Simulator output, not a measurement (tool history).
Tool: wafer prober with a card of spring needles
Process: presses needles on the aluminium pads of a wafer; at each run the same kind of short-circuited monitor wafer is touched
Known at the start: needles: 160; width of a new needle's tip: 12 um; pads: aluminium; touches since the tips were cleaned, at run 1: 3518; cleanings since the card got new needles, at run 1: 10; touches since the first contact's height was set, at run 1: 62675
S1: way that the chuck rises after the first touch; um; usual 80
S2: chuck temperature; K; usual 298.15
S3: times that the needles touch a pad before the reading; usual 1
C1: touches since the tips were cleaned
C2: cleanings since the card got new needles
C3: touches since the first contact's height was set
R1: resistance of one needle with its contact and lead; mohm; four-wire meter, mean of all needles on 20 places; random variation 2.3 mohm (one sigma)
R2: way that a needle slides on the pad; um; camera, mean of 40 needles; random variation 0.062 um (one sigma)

{"run": 1, "hour": 0.0, "S1": 80, "S2": 298.15, "S3": 1, "C1": 3518, "C2": 10, "C3": 62675, "R1": 291, "R2": 21.21}
{"hour": 4.9, "done": "tips cleaned on abrasive film"}
{"run": 2, "hour": 13.6, "S1": 80, "S2": 298.15, "S3": 1, "C1": 2837, "C2": 11, "C3": 67092, "R1": 314, "R2": 21.06}
{"hour": 20.6, "done": "tips cleaned on abrasive film"}
{"run": 3, "hour": 28.7, "S1": 75, "S2": 298.15, "S3": 1, "C1": 2642, "C2": 12, "C3": 71969, "R1": 305, "R2": 19.75}
{"hour": 35.8, "done": "tips cleaned on abrasive film"}
{"run": 4, "hour": 39.4, "S1": 75, "S2": 298.15, "S3": 1, "C1": 1178, "C2": 13, "C3": 75423, "R1": 289, "R2": 19.7}
{"hour": 51.0, "done": "tips cleaned on abrasive film"}
{"run": 5, "hour": 53.6, "S1": 75, "S2": 298.15, "S3": 1, "C1": 854, "C2": 14, "C3": 80043, "R1": 280, "R2": 19.63}
{"run": 6, "hour": 59.8, "S1": 75, "S2": 298.15, "S3": 1, "C1": 2863, "C2": 14, "C3": 82052, "R1": 307, "R2": 19.64}
{"hour": 62.6, "done": "tips cleaned on abrasive film, once more"}
{"run": 7, "hour": 69.0, "S1": 75, "S2": 298.15, "S3": 1, "C1": 2100, "C2": 15, "C3": 85036, "R1": 294, "R2": 19.78}
{"hour": 78.0, "done": "tips cleaned on abrasive film"}
{"run": 8, "hour": 79.3, "S1": 80, "S2": 298.15, "S3": 2, "C1": 421, "C2": 16, "C3": 88347, "R1": 270, "R2": 20.91}
{"run": 9, "hour": 86.6, "S1": 80, "S2": 298.15, "S3": 2, "C1": 2809, "C2": 16, "C3": 90735, "R1": 283, "R2": 21.0}
{"hour": 93.7, "done": "tips cleaned on abrasive film"}
{"run": 10, "hour": 100.2, "S1": 80, "S2": 344.15, "S3": 1, "C1": 2116, "C2": 17, "C3": 95146, "R1": 303, "R2": 20.89}
{"run": 11, "hour": 108.7, "S1": 80, "S2": 344.15, "S3": 1, "C1": 4870, "C2": 17, "C3": 97900, "R1": 314, "R2": 21.0}
{"hour": 109.4, "done": "tips cleaned on abrasive film"}
{"run": 12, "hour": 116.0, "S1": 80, "S2": 298.15, "S3": 1, "C1": 2167, "C2": 18, "C3": 100273, "R1": 290, "R2": 20.97}
{"hour": 124.9, "done": "tips cleaned on abrasive film"}
{"run": 13, "hour": 125.7, "S1": 80, "S2": 298.15, "S3": 1, "C1": 251, "C2": 19, "C3": 103381, "R1": 272, "R2": 20.85}
{"run": 14, "hour": 138.1, "S1": 80, "S2": 356.15, "S3": 1, "C1": 4298, "C2": 19, "C3": 107428, "R1": 321, "R2": 20.95}
{"hour": 140.6, "done": "tips cleaned on abrasive film"}
{"run": 15, "hour": 153.6, "S1": 80, "S2": 305.15, "S3": 1, "C1": 4228, "C2": 20, "C3": 112447, "R1": 310, "R2": 20.82}
{"hour": 155.7, "done": "tips cleaned on abrasive film"}
{"run": 16, "hour": 168.4, "S1": 80, "S2": 298.15, "S3": 1, "C1": 4166, "C2": 21, "C3": 117267, "R1": 306, "R2": 20.75}
{"hour": 171.7, "done": "tips cleaned on abrasive film"}
{"run": 17, "hour": 177.7, "S1": 80, "S2": 298.15, "S3": 1, "C1": 1952, "C2": 22, "C3": 120265, "R1": 290, "R2": 20.82}
{"hour": 188.0, "done": "tips cleaned on abrasive film"}
{"run": 18, "hour": 188.9, "S1": 80, "S2": 298.15, "S3": 1, "C1": 284, "C2": 23, "C3": 123869, "R1": 272, "R2": 20.74}
{"run": 19, "hour": 202.9, "S1": 72, "S2": 298.15, "S3": 2, "C1": 4846, "C2": 23, "C3": 128431, "R1": 296, "R2": 18.61}
{"hour": 203.9, "done": "tips cleaned on abrasive film"}
{"run": 20, "hour": 211.1, "S1": 72, "S2": 298.15, "S3": 2, "C1": 2352, "C2": 24, "C3": 131098, "R1": 286, "R2": 18.64}
{"hour": 219.6, "done": "tips cleaned on abrasive film"}
{"run": 21, "hour": 219.8, "S1": 72, "S2": 339.15, "S3": 2, "C1": 52, "C2": 25, "C3": 133897, "R1": 274, "R2": 18.55}
{"run": 22, "hour": 232.5, "S1": 72, "S2": 339.15, "S3": 2, "C1": 4180, "C2": 25, "C3": 138025, "R1": 302, "R2": 18.55}
{"hour": 235.8, "done": "tips cleaned on abrasive film"}
{"run": 23, "hour": 246.8, "S1": 80, "S2": 325.15, "S3": 1, "C1": 3566, "C2": 26, "C3": 142659, "R1": 308, "R2": 20.66}
{"hour": 251.2, "done": "tips cleaned on abrasive film"}
{"run": 24, "hour": 256.3, "S1": 74, "S2": 299.15, "S3": 1, "C1": 1676, "C2": 27, "C3": 145739, "R1": 290, "R2": 18.98}
{"run": 25, "hour": 264.8, "S1": 69, "S2": 337.15, "S3": 3, "C1": 4435, "C2": 27, "C3": 148498, "R1": 290, "R2": 17.73}
{"hour": 266.8, "done": "tips cleaned on abrasive film"}
{"run": 26, "hour": 275.3, "S1": 69, "S2": 337.15, "S3": 3, "C1": 2752, "C2": 28, "C3": 151888, "R1": 291, "R2": 17.7}
{"hour": 282.3, "done": "tips cleaned on abrasive film"}
{"run": 27, "hour": 283.3, "S1": 70, "S2": 339.15, "S3": 1, "C1": 332, "C2": 29, "C3": 154495, "R1": 283, "R2": 17.89}
{"run": 28, "hour": 291.0, "S1": 70, "S2": 339.15, "S3": 1, "C1": 2833, "C2": 29, "C3": 156996, "R1": 313, "R2": 18.03}
{"hour": 297.7, "done": "tips cleaned on abrasive film"}
{"run": 29, "hour": 306.1, "S1": 63, "S2": 335.15, "S3": 1, "C1": 2754, "C2": 30, "C3": 161892, "R1": 323, "R2": 16.06}
{"hour": 313.9, "done": "tips cleaned on abrasive film"}
{"run": 30, "hour": 319.3, "S1": 63, "S2": 335.15, "S3": 1, "C1": 1778, "C2": 31, "C3": 166160, "R1": 309, "R2": 16.03}
{"hour": 329.8, "done": "tips cleaned on abrasive film"}
{"run": 31, "hour": 332.2, "S1": 100, "S2": 301.15, "S3": 1, "C1": 788, "C2": 32, "C3": 170347, "R1": 280, "R2": 25.97}
{"hour": 345.1, "done": "tips cleaned on abrasive film"}
{"run": 32, "hour": 345.1, "S1": 100, "S2": 301.15, "S3": 1, "C1": 0, "C2": 33, "C3": 174496, "R1": 264, "R2": 25.91}
{"run": 33, "hour": 358.2, "S1": 99, "S2": 378.15, "S3": 1, "C1": 4290, "C2": 33, "C3": 178786, "R1": 323, "R2": 25.5}

Forecast each of these 4 alternatives for the next run:
{"hour": 360.3, "done": "tips cleaned on abrasive film"}
{"run": "A", "hour": 371.9, "S1": 80, "S2": 298.15, "S3": 1, "C1": 3764, "C2": 34, "C3": 183210, "R1": "?", "R2": "?"}
{"hour": 360.3, "done": "tips cleaned on abrasive film"}
{"run": "B", "hour": 371.9, "S1": 80, "S2": 306.15, "S3": 2, "C1": 3764, "C2": 34, "C3": 183210, "R1": "?", "R2": "?"}
{"hour": 360.3, "done": "tips cleaned on abrasive film"}
{"run": "C", "hour": 371.9, "S1": 80, "S2": 301.15, "S3": 1, "C1": 3764, "C2": 34, "C3": 183210, "R1": "?", "R2": "?"}
{"hour": 360.3, "done": "tips cleaned on abrasive film"}
{"run": "D", "hour": 371.9, "S1": 73, "S2": 359.15, "S3": 2, "C1": 3764, "C2": 34, "C3": 183210, "R1": "?", "R2": "?"}

run=A R1=303 R2=20.44
run=B R1=294 R2=20.39
run=C R1=305 R2=20.44
run=D R1=308 R2=18.58
Without the tool's hidden state the same runs would have given:
run=A R1=262 R2=21.34
run=B R1=270 R2=21.29
run=C R1=264 R2=21.34
run=D R1=282 R2=19.48

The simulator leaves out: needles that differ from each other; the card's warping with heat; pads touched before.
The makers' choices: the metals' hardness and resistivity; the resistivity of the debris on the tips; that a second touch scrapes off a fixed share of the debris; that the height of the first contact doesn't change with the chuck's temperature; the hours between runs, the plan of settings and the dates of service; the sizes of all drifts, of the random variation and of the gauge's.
